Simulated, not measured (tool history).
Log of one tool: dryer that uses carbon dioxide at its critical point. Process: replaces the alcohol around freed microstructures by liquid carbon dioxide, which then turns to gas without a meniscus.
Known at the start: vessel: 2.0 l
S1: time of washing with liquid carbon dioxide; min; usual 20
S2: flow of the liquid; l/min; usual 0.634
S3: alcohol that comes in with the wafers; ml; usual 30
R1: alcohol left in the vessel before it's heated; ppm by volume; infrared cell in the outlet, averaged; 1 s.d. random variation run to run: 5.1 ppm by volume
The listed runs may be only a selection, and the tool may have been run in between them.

| run | hour | S1 | S2 | S3 | R1 |
|---|---|---|---|---|---|
| 1 | 0.0 | 20 | 0.634 | 30 | 215 |
| 2 | 29.0 | 20 | 0.634 | 30 | 214 |
| 3 | 76.5 | 20 | 0.634 | 30 | 230 |
| 4 | 132.6 | 20 | 0.634 | 30 | 224 |
| 5 | 192.6 | 20 | 0.634 | 30 | 241 |
| 6 | 255.5 | 20 | 0.634 | 30 | 245 |
| 7 | 318.2 | 20 | 0.634 | 30 | 257 |
|  | 358.6 | purifier's bed changed |
| 8 | 380.3 | 20 | 0.634 | 30 | 97 |
| 9 | 409.1 | 20 | 0.634 | 30 | 100 |
| 10 | 437.7 | 20 | 0.634 | 30 | 115 |
| 11 | 498.4 | 27 | 0.634 | 30 | 33 |
| 12 | 554.5 | 20 | 0.634 | 30 | 140 |
| 13 | 598.9 | 20 | 0.634 | 30 | 148 |
| 14 | 657.9 | 20 | 0.634 | 30 | 151 |
| 15 | 704.4 | 20 | 0.634 | 30 | 161 |
| 16 | 751.1 | 20 | 0.634 | 30 | 167 |
| 17 | 788.7 | 20 | 0.634 | 30 | 177 |
| 18 | 840.0 | 20 | 0.634 | 30 | 191 |
| 19 | 884.6 | 20 | 0.634 | 30 | 190 |
|  | 924.1 | inlet filter changed |
| 20 | 925.7 | 24 | 0.634 | 30 | 114 |
| 21 | 984.8 | 24 | 0.634 | 30 | 114 |
| 22 | 1032.2 | 14 | 0.634 | 30 | 483 |
| 23 | 1075.3 | 14 | 0.634 | 30 | 502 |
| 24 | 1139.8 | 26 | 0.855 | 80 | 114 |
| 25 | 1201.6 | 26 | 0.855 | 80 | 122 |
| 26 | 1233.2 | 29 | 0.747 | 48 | 127 |
| 27 | 1264.9 | 13 | 0.634 | 30 | 666 |
| 28 | 1298.1 | 14 | 0.634 | 30 | 560 |
| 29 | 1358.5 | 16 | 0.634 | 58 | 633 |
| 30 | 1415.4 | 16 | 0.634 | 58 | 651 |
| 31 | 1448.4 | 16 | 0.634 | 58 | 670 |
| 32 | 1510.1 | 16 | 0.634 | 58 | 692 |
| 33 | 1555.1 | 16 | 0.634 | 58 | 697 |
|  | 1602.2 | purifier's bed changed |
| 34 | 1617.1 | 15 | 0.608 | 30 | 449 |
| 35 | 1643.8 | 17 | 0.902 | 23 | 40 |
| 36 | 1706.0 | 15 | 0.683 | 30 | 298 |
| 37 | 1746.3 | 19 | 0.422 | 25 | 621 |
| 38 | 1809.1 | 19 | 0.422 | 25 | 649 |
| 39 | 1864.7 | 19 | 0.422 | 54 | 1371 |
| 40 | 1905.1 | 13 | 1.042 | 30 | 115 |
|  | 1953.5 | inlet filter changed |
| 41 | 1969.1 | 20 | 0.585 | 42 | 210 |
| 42 | 2029.4 | 24 | 0.858 | 27 | 60 |
| 43 | 2080.7 | 23 | 0.860 | 114 | 77 |
| 44 | 2112.8 | 23 | 0.860 | 114 | 86 |
| 45 | 2168.0 | 30 | 0.485 | 44 | 138 |
| 46 | 2198.0 | 23 | 0.544 | 24 | 167 |

Alternative continuations, all from the tool just after run 46; predict every row:
| A | 2261.9 | 13 | 0.430 | 51 | ? |
| B | 2261.9 | 23 | 0.598 | 24 | ? |
| C | 2261.9 | 27 | 0.544 | 46 | ? |
| D | 2261.9 | 20 | 0.399 | 30 | ? |
| E | 2261.9 | 16 | 0.544 | 54 | ? |

| run | R1 |
|---|---|
| A | 2826 |
| B | 136 |
| C | 142 |
| D | 738 |
| E | 892 |
What these runs would have given with no unlogged condition in the tool:
| run | R1 |
|---|---|
| A | 2584 |
| B | 44 |
| C | 47 |
| D | 598 |
| E | 736 |

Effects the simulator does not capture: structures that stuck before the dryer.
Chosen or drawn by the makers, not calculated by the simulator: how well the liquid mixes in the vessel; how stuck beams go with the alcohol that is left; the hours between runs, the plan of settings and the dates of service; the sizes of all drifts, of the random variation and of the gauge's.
